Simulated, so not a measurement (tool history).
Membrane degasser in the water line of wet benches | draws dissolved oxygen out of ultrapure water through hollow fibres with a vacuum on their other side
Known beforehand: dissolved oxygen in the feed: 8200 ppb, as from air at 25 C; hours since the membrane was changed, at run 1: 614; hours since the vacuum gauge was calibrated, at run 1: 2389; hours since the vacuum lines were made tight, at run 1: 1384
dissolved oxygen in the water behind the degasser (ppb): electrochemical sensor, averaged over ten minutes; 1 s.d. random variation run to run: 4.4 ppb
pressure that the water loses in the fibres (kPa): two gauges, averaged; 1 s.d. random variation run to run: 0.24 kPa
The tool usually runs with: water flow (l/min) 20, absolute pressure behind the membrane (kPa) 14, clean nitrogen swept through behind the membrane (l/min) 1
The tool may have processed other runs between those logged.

| run | hour | water flow (l/min) | absolute pressure behind the membrane (kPa) | clean nitrogen swept through behind the membrane (l/min) | hours since the membrane was changed | hours since the vacuum gauge was calibrated | hours since the vacuum lines were made tight | dissolved oxygen in the water behind the degasser (ppb) | pressure that the water loses in the fibres (kPa) |
|---|---|---|---|---|---|---|---|---|---|
| 1 | 0 | 20 | 14 | 1 | 614 | 2389 | 1384 | 533.5 | 61.55 |
| 2 | 24.3 | 20 | 14 | 1 | 638 | 2413 | 1409 | 537.2 | 61.72 |
| 3 | 80.2 | 20 | 14 | 1 | 694 | 2469 | 1465 | 536 | 61.03 |
| 4 | 135.7 | 20 | 14 | 1 | 750 | 2525 | 1520 | 529.7 | 61.19 |
| 5 | 189 | 20 | 14 | 1 | 803 | 2578 | 1573 | 543.3 | 61.31 |
| 6 | 228.1 | 20 | 14 | 1.04 | 842 | 2617 | 1613 | 520.9 | 61.2 |
| 7 | 285.1 | 15 | 14 | 1 | 899 | 2674 | 1670 | 395.8 | 45.93 |
| 8 | 327.5 | 15 | 14 | 1 | 942 | 2717 | 1712 | 393.7 | 46.39 |
| 9 | 383.9 | 15 | 14 | 1 | 998 | 2773 | 1768 | 397.1 | 46.02 |
| 10 | 427.6 | 15 | 14 | 1 | 1042 | 2817 | 1812 | 399.3 | 45.86 |
| 11 | 470.3 | 20 | 14 | 1 | 1084 | 2859 | 1855 | 536.8 | 61.14 |
| 12 | 527.6 | 20 | 14 | 1 | 1142 | 2917 | 1912 | 527.2 | 61.37 |
| 13 | 557.6 | 20 | 14 | 1 | 1172 | 2947 | 1942 | 541.1 | 61.18 |
| 14 | 603.4 | 20 | 14 | 1 | 1217 | 2992 | 1988 | 526.9 | 61.56 |
| 15 | 643.2 | 20 | 14 | 1 | 1257 | 3032 | 2028 | 537.9 | 61.28 |
| 16 | 699.2 | 20 | 14 | 0.92 | 1313 | 3088 | 2084 | 564.6 | 60.91 |
| 17 | 736.3 | 13 | 14 | 0.72 | 1350 | 3125 | 2121 | 445.5 | 39.51 |
|  | 760.2 | vacuum gauge calibrated |
| 18 | 772.8 | 18 | 14 | 1.71 | 1386 | 13 | 2157 | 324.4 | 55.44 |
| 19 | 821.1 | 18 | 28.2 | 1.72 | 1435 | 61 | 2205 | 643 | 54.87 |
| 20 | 869 | 18 | 28.2 | 1.72 | 1483 | 109 | 2253 | 631.7 | 54.91 |
| 21 | 901.3 | 30 | 15.7 | 2.49 | 1515 | 141 | 2285 | 536.1 | 92.1 |
| 22 | 951.2 | 30 | 14 | 1 | 1565 | 191 | 2335 | 820.8 | 91.94 |
| 23 | 985.5 | 30 | 14 | 1 | 1599 | 225 | 2369 | 818.7 | 92.02 |
| 24 | 1042.5 | 30 | 31.1 | 1.11 | 1656 | 282 | 2426 | 1529.9 | 92.01 |
|  | 1069.1 | vacuum gauge calibrated, once more |
| 25 | 1081.5 | 18 | 14 | 1.73 | 1695 | 12 | 2465 | 325.8 | 55.1 |
| 26 | 1106.7 | 18 | 14 | 1.73 | 1720 | 38 | 2490 | 326.7 | 54.98 |
| 27 | 1139.1 | 20 | 28.3 | 1 | 1752 | 70 | 2523 | 1065.3 | 61.31 |
| 28 | 1191.2 | 30 | 12.1 | 1.72 | 1804 | 122 | 2575 | 544.6 | 91.61 |
| 29 | 1249.5 | 30 | 12.1 | 1.72 | 1862 | 180 | 2633 | 533.8 | 92.4 |
| 30 | 1277.9 | 20 | 23.5 | 0.73 | 1891 | 209 | 2661 | 1148.6 | 61.19 |
| 31 | 1323.6 | 13 | 9 | 0.89 | 1937 | 255 | 2707 | 218.8 | 40.09 |
| 32 | 1360.8 | 13 | 9.5 | 0.64 | 1974 | 292 | 2744 | 306.6 | 39.82 |

Describe how what the log doesn't record of the tool's condition differs between the last listed run preceding each entry between runs and the first listed run following it.
After run 17, before run 18: vacuum gauge calibrated (hour 760.2)
  true pressure behind the membrane over the reading, kPa: -0.08 -> -0.1; air that leaks in behind the membrane, l/min: 0.0072 -> 0.0073
  the result without the hidden state subtracted from the measured one, dissolved oxygen in the water behind the degasser (ppb): +0.6 -> +0.5; pressure that the water loses in the fibres (kPa): +0.13 -> +0.18
After run 24, before run 25: vacuum gauge calibrated, once more (hour 1069.1)
  true pressure behind the membrane over the reading, kPa: -0.1 -> 0; air that leaks in behind the membrane, l/min: 0.0077 -> 0.0078
  the result without the hidden state subtracted from the measured one, dissolved oxygen in the water behind the degasser (ppb): +2.1 -> +3.2; pressure that the water loses in the fibres (kPa): +0.38 -> +0.23

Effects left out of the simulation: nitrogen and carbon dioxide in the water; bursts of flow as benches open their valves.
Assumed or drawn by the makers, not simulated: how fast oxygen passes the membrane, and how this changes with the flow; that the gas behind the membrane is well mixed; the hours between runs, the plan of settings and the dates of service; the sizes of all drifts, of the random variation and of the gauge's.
